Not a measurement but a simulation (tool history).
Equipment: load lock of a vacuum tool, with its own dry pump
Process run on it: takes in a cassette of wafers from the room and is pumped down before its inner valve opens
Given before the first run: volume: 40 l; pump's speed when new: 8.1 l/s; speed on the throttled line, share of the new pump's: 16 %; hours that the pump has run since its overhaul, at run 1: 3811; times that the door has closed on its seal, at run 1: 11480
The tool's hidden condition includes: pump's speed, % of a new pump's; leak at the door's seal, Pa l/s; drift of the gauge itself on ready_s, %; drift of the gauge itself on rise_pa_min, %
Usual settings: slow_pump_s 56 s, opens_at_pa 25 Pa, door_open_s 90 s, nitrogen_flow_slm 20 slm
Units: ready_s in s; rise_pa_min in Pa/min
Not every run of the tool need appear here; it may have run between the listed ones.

run     day  slow_pump_s  opens_at_pa  door_open_s  nitrogen_flow_slm  hours that the pump has run since its overhaul  times that the door has closed on its seal  incoming humidity of the room's air, %  ready_s  rise_pa_min
  1   0.000           56           25           90                 20                                            3811                                       11480                                    46.0     90.9        0.054
  2   8.346           56           33           90                 20                                            4011                                       12343                                    46.6     90.0        0.057
  3  12.542           56           28           90                 20                                            4112                                       12777                                    44.2     91.5        0.057
  4  18.317           56           28           90                 20                                            4250                                       13375                                    44.4     90.7        0.057
  5  27.088           56           28           90                 20                                            4461                                       14282                                    43.1     92.5        0.060
  6  34.104           56           25           90                 20                                            4629                                       15008                                    43.5     92.7        0.065
  7  39.954           56           25           90                 20                                            4769                                       15612                                    41.4     92.1        0.063
  8  44.108           56           25          122                 20                                            4869                                       16042                                    43.2     92.7        0.074
  9  51.750           56           25          122                 20                                            5053                                       16832                                    47.2     92.9        0.072
 10  58.492           56           25          122                 20                                            5214                                       17530                                    43.0     92.9        0.070
 11  63.312           56           25           90                 20                                            5330                                       18029                                    48.6     92.9        0.069
 12  71.433           56           25           90                 20                                            5525                                       18869                                    45.2     93.0        0.072
 13  80.158           83           20          165                 42                                            5734                                       19771                                    43.6    116.9        0.063

Run 14 comes next. What will it give?
 14  87.067           98           42           90                 20                                            5900                                       20485                                    45.3        ?            ?

{"run 14": {"ready_s": 124.9, "rise_pa_min": 0.07}}
Had the tool carried no hidden state, the very same run would have given ready_s 121.3 s, rise_pa_min 0.040 Pa/min.

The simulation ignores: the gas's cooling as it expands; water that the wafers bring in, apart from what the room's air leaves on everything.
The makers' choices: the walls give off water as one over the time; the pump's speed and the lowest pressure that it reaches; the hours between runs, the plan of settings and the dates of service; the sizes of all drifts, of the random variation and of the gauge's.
